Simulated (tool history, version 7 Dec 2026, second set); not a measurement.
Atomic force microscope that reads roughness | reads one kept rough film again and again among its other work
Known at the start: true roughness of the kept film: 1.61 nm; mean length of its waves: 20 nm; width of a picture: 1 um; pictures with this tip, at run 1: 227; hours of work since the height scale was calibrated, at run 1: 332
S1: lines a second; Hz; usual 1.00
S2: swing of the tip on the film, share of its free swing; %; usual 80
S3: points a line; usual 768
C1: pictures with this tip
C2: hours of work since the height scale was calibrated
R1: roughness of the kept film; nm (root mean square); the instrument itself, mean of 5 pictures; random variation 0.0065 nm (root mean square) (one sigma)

Run 1, hour 0.0: usual settings; C1 227; C2 332. Result: R1 0.982 nm (root mean square).
At hour 22.9: new tip fitted.
Run 2, hour 55.2: usual settings; C1 55; C2 372. Result: R1 1.195 nm (root mean square).
Run 3, hour 117.5: usual settings but S3 469; C1 162; C2 418. Result: R1 1.065 nm (root mean square).
At hour 175.6: new tip fitted.
Run 4, hour 183.9: usual settings; C1 14; C2 466. Result: R1 1.276 nm (root mean square).
Run 5, hour 237.2: usual settings; C1 105; C2 505. Result: R1 1.130 nm (root mean square).
Run 6, hour 302.1: usual settings; C1 216; C2 552. Result: R1 1.008 nm (root mean square).
At hour 329.1: new tip fitted.
Run 7, hour 356.6: usual settings; C1 47; C2 592. Result: R1 1.209 nm (root mean square).
Run 8, hour 397.7: usual settings; C1 117; C2 622. Result: R1 1.113 nm (root mean square).
Run 9, hour 450.4: usual settings; C1 207; C2 660. Result: R1 1.013 nm (root mean square).
At hour 481.2: new tip fitted.
Run 10, hour 488.6: usual settings; C1 12; C2 688. Result: R1 1.305 nm (root mean square).
Run 11, hour 522.7: usual settings; C1 70; C2 713. Result: R1 1.187 nm (root mean square).
Run 12, hour 592.0: usual settings; C1 189; C2 763. Result: R1 1.042 nm (root mean square).
Run 13, hour 622.2: usual settings but S1 1.23 Hz; C1 240; C2 785. Result: R1 0.973 nm (root mean square).
At hour 636.7: new tip fitted.
Run 14, hour 665.8: usual settings but S1 1.23 Hz; C1 50; C2 817. Result: R1 1.204 nm (root mean square).
At hour 671.6: height scale calibrated on a step standard.
Run 15, hour 713.6: usual settings but S1 1.23 Hz; C1 130; C2 31. Result: R1 1.114 nm (root mean square).
Run 16, hour 774.1: usual settings but S1 0.96 Hz, S2 66 %, S3 493; C1 233; C2 75. Result: R1 1.047 nm (root mean square).
At hour 793.9: new tip fitted.
Run 17, hour 843.5: usual settings but S1 0.55 Hz, S2 65 %, S3 678; C1 85; C2 125. Result: R1 1.255 nm (root mean square).
Run 18, hour 900.2: usual settings but S1 0.56 Hz, S3 359; C1 181; C2 167. Result: R1 1.078 nm (root mean square).
Run 19, hour 933.8: usual settings but S1 0.56 Hz, S3 359; C1 239; C2 191. Result: R1 1.024 nm (root mean square).
At hour 950.8: new tip fitted.
Run 20, hour 972.2: usual settings but S1 0.68 Hz, S3 359; C1 36; C2 219. Result: R1 1.270 nm (root mean square).
Run 21, hour 1026.2: usual settings but S1 3.24 Hz, S2 68 %, S3 359; C1 128; C2 258. Result: R1 1.087 nm (root mean square).
At hour 1063.0: height scale calibrated on a step standard, once more.
Run 22, hour 1063.0: usual settings but S1 0.53 Hz, S2 63 %, S3 910; C1 189; C2 0. Result: R1 1.098 nm (root mean square).
Run 23, hour 1096.3: usual settings but S1 0.53 Hz, S2 63 %, S3 910; C1 246; C2 24. Result: R1 1.033 nm (root mean square).
At hour 1104.5: new tip fitted.
Run 24, hour 1152.8: usual settings but S1 1.47 Hz, S3 575; C1 83; C2 65. Result: R1 1.128 nm (root mean square).
Run 25, hour 1215.3: usual settings but S1 1.47 Hz, S3 575; C1 189; C2 111. Result: R1 0.990 nm (root mean square).

5 ways to go on from here, each from the tool as it stands after run 25. What would each give?
At hour 1258.2: new tip fitted.
Run A, hour 1277.4: usual settings but S1 1.47 Hz, S2 72 %, S3 575; C1 33; C2 156. Result: R1 ?.
At hour 1258.2: new tip fitted.
Run B, hour 1277.4: usual settings but S1 1.89 Hz, S3 389; C1 33; C2 156. Result: R1 ?.
At hour 1258.2: new tip fitted.
Run C, hour 1277.4: usual settings but S1 2.80 Hz, S2 66 %, S3 427; C1 33; C2 156. Result: R1 ?.
At hour 1258.2: new tip fitted.
Run D, hour 1277.4: usual settings but S3 309; C1 33; C2 156. Result: R1 ?.
At hour 1258.2: new tip fitted.
Run E, hour 1277.4: usual settings but S1 3.78 Hz, S2 81 %, S3 432; C1 33; C2 156. Result: R1 ?.

run     R1
  A  1.228
  B  1.144
  C  1.191
  D  1.196
  E  1.014
Without the tool's hidden state the same runs would have given:
run     R1
  A  1.284
  B  1.197
  C  1.245
  D  1.252
  E  1.060
